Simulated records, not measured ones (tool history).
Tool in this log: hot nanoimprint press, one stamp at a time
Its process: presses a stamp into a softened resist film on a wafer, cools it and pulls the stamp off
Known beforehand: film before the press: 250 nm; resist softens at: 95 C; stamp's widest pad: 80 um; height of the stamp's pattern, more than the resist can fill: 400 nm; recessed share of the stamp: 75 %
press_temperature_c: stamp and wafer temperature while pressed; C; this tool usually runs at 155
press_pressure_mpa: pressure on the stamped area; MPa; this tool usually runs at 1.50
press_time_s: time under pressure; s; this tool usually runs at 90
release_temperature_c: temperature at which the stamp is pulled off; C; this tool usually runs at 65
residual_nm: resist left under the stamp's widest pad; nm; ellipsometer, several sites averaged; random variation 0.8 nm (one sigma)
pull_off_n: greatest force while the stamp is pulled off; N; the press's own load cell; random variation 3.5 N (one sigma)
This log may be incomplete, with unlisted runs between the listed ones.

run 1 hour=0.0 | press_temperature_c=155 press_pressure_mpa=1.50 press_time_s=90 release_temperature_c=65 | residual_nm=108.9 pull_off_n=177
run 2 hour=11.0 | press_temperature_c=153 press_pressure_mpa=1.50 press_time_s=90 release_temperature_c=65 | residual_nm=120.7 pull_off_n=175
run 3 hour=30.6 | press_temperature_c=153 press_pressure_mpa=1.50 press_time_s=90 release_temperature_c=65 | residual_nm=120.8 pull_off_n=171
run 4 hour=45.0 | press_temperature_c=153 press_pressure_mpa=1.50 press_time_s=90 release_temperature_c=65 | residual_nm=121.6 pull_off_n=179
run 5 hour=55.1 | press_temperature_c=153 press_pressure_mpa=1.50 press_time_s=90 release_temperature_c=65 | residual_nm=119.2 pull_off_n=179
-- hour=65.6 plate thermocouple calibrated
run 6 hour=71.9 | press_temperature_c=155 press_pressure_mpa=1.32 press_time_s=90 release_temperature_c=65 | residual_nm=121.5 pull_off_n=190
run 7 hour=88.4 | press_temperature_c=155 press_pressure_mpa=1.32 press_time_s=90 release_temperature_c=65 | residual_nm=121.3 pull_off_n=178
run 8 hour=104.3 | press_temperature_c=155 press_pressure_mpa=1.32 press_time_s=90 release_temperature_c=65 | residual_nm=120.8 pull_off_n=178
-- hour=116.8 plate thermocouple calibrated, once more
run 9 hour=125.3 | press_temperature_c=152 press_pressure_mpa=1.50 press_time_s=90 release_temperature_c=65 | residual_nm=124.0 pull_off_n=180
run 10 hour=136.9 | press_temperature_c=152 press_pressure_mpa=1.50 press_time_s=90 release_temperature_c=65 | residual_nm=122.1 pull_off_n=182
run 11 hour=152.4 | press_temperature_c=155 press_pressure_mpa=1.50 press_time_s=90 release_temperature_c=65 | residual_nm=107.1 pull_off_n=183
run 12 hour=164.0 | press_temperature_c=155 press_pressure_mpa=1.50 press_time_s=90 release_temperature_c=65 | residual_nm=105.5 pull_off_n=185
run 13 hour=174.7 | press_temperature_c=155 press_pressure_mpa=1.50 press_time_s=90 release_temperature_c=65 | residual_nm=106.3 pull_off_n=193
run 14 hour=189.7 | press_temperature_c=155 press_pressure_mpa=1.50 press_time_s=90 release_temperature_c=65 | residual_nm=107.4 pull_off_n=180
run 15 hour=209.8 | press_temperature_c=155 press_pressure_mpa=1.50 press_time_s=90 release_temperature_c=65 | residual_nm=106.4 pull_off_n=191
run 16 hour=223.5 | press_temperature_c=160 press_pressure_mpa=1.50 press_time_s=45 release_temperature_c=50 | residual_nm=109.2 pull_off_n=216
run 17 hour=237.6 | press_temperature_c=164 press_pressure_mpa=1.15 press_time_s=79 release_temperature_c=51 | residual_nm=84.3 pull_off_n=215
run 18 hour=249.5 | press_temperature_c=155 press_pressure_mpa=1.50 press_time_s=179 release_temperature_c=66 | residual_nm=81.3 pull_off_n=193
run 19 hour=262.1 | press_temperature_c=148 press_pressure_mpa=1.50 press_time_s=108 release_temperature_c=65 | residual_nm=141.0 pull_off_n=191
run 20 hour=280.5 | press_temperature_c=148 press_pressure_mpa=1.50 press_time_s=108 release_temperature_c=55 | residual_nm=139.3 pull_off_n=209
run 21 hour=290.2 | press_temperature_c=155 press_pressure_mpa=1.50 press_time_s=84 release_temperature_c=57 | residual_nm=110.5 pull_off_n=206
run 22 hour=305.5 | press_temperature_c=166 press_pressure_mpa=1.05 press_time_s=136 release_temperature_c=67 | residual_nm=63.8 pull_off_n=192
-- hour=314.9 stamp cleaned and given a new release coat
run 23 hour=329.5 | press_temperature_c=166 press_pressure_mpa=1.05 press_time_s=67 release_temperature_c=63 | residual_nm=85.5 pull_off_n=171
run 24 hour=348.6 | press_temperature_c=166 press_pressure_mpa=1.05 press_time_s=67 release_temperature_c=63 | residual_nm=85.3 pull_off_n=178
run 25 hour=368.6 | press_temperature_c=153 press_pressure_mpa=1.72 press_time_s=67 release_temperature_c=63 | residual_nm=125.4 pull_off_n=177
run 26 hour=384.5 | press_temperature_c=147 press_pressure_mpa=1.18 press_time_s=134 release_temperature_c=65 | residual_nm=152.8 pull_off_n=176
run 27 hour=399.3 | press_temperature_c=147 press_pressure_mpa=1.18 press_time_s=134 release_temperature_c=65 | residual_nm=152.0 pull_off_n=177
run 28 hour=409.1 | press_temperature_c=147 press_pressure_mpa=1.18 press_time_s=134 release_temperature_c=65 | residual_nm=152.8 pull_off_n=180
run 29 hour=424.2 | press_temperature_c=155 press_pressure_mpa=1.50 press_time_s=69 release_temperature_c=66 | residual_nm=120.5 pull_off_n=182

Consider 3 possible next runs. They are alternatives, not a sequence: every one starts from the tool as it was left by run 29. What does each give?
run A hour=442.8 | press_temperature_c=158 press_pressure_mpa=1.50 press_time_s=50 release_temperature_c=72 | residual_nm=? pull_off_n=?
run B hour=442.8 | press_temperature_c=160 press_pressure_mpa=2.30 press_time_s=69 release_temperature_c=66 | residual_nm=? pull_off_n=?
run C hour=442.8 | press_temperature_c=155 press_pressure_mpa=1.58 press_time_s=69 release_temperature_c=69 | residual_nm=? pull_off_n=?

run=A residual_nm=117.2 pull_off_n=169
run=B residual_nm=76.7 pull_off_n=170
run=C residual_nm=117.7 pull_off_n=174
The same runs, with their run-to-run variation unchanged, on a tool lacking any hidden condition would have given:
run=A residual_nm=111.5 pull_off_n=158
run=B residual_nm=71.6 pull_off_n=160
run=C residual_nm=111.7 pull_off_n=163
